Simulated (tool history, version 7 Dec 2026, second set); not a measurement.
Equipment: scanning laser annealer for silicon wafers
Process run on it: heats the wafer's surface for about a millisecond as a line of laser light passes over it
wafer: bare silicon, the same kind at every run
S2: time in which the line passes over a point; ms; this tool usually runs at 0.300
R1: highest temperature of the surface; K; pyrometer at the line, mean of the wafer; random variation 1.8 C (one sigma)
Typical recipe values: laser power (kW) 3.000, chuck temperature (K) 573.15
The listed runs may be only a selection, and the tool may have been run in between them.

Run 1, hour 0.0: usual settings. Result: R1 1303.15 K.
Run 2, hour 5.4: usual settings. Result: R1 1303.15 K.
Run 3, hour 16.2: usual settings. Result: R1 1303.15 K.
Run 4, hour 23.9: usual settings. Result: R1 1302.15 K.
Run 5, hour 30.0: usual settings. Result: R1 1297.15 K.
Run 6, hour 36.1: usual settings but chuck temperature (K) 583.15. Result: R1 1311.15 K.
Run 7, hour 44.3: usual settings but chuck temperature (K) 583.15. Result: R1 1312.15 K.
Run 8, hour 53.4: usual settings. Result: R1 1299.15 K.
Run 9, hour 61.7: usual settings. Result: R1 1301.15 K.
Run 10, hour 73.3: usual settings. Result: R1 1298.15 K.
Run 11, hour 82.7: usual settings. Result: R1 1299.15 K.
Run 12, hour 92.0: usual settings. Result: R1 1299.15 K.
Run 13, hour 98.1: usual settings. Result: R1 1295.15 K.
Run 14, hour 106.5: usual settings but chuck temperature (K) 601.15. Result: R1 1323.15 K.
Run 15, hour 117.7: usual settings but laser power (kW) 3.128. Result: R1 1330.15 K.
Run 16, hour 125.8: usual settings but laser power (kW) 3.128. Result: R1 1333.15 K.
Run 17, hour 130.9: usual settings but laser power (kW) 2.720, S2 0.369 ms, chuck temperature (K) 540.15. Result: R1 1274.15 K.
Run 18, hour 137.4: usual settings but laser power (kW) 3.133, chuck temperature (K) 555.15. Result: R1 1313.15 K.
Run 19, hour 149.6: usual settings but laser power (kW) 3.133, chuck temperature (K) 555.15. Result: R1 1315.15 K.
Run 20, hour 160.6: usual settings but laser power (kW) 3.133, chuck temperature (K) 555.15. Result: R1 1313.15 K.
Run 21, hour 167.7: usual settings but laser power (kW) 2.658, chuck temperature (K) 560.15. Result: R1 1193.15 K.
Run 22, hour 178.0: usual settings but laser power (kW) 3.216, S2 0.215 ms, chuck temperature (K) 560.15. Result: R1 1205.15 K.
Run 23, hour 187.9: usual settings but laser power (kW) 2.944, S2 0.215 ms, chuck temperature (K) 611.15. Result: R1 1197.15 K.
Run 24, hour 195.4: usual settings but S2 0.312 ms. Result: R1 1310.15 K.
Run 25, hour 201.3: usual settings but laser power (kW) 3.069. Result: R1 1317.15 K.
Run 26, hour 207.0: usual settings but laser power (kW) 2.737, S2 0.238 ms. Result: R1 1146.15 K.
At hour 215.5: optics aligned, line set to its width.
Run 27, hour 222.9: usual settings but S2 0.354 ms, chuck temperature (K) 610.15. Result: R1 1413.15 K.

Run 28 comes next. What will it give?
Run 28, hour 233.3: usual settings but laser power (kW) 2.567, S2 0.237 ms, chuck temperature (K) 600.15. Result: R1 ?.

Run 28 came out at R1 1139.15 K.
If the tool had no hidden condition, the same run with the same run-to-run variation would have returned R1 1147.15 K.
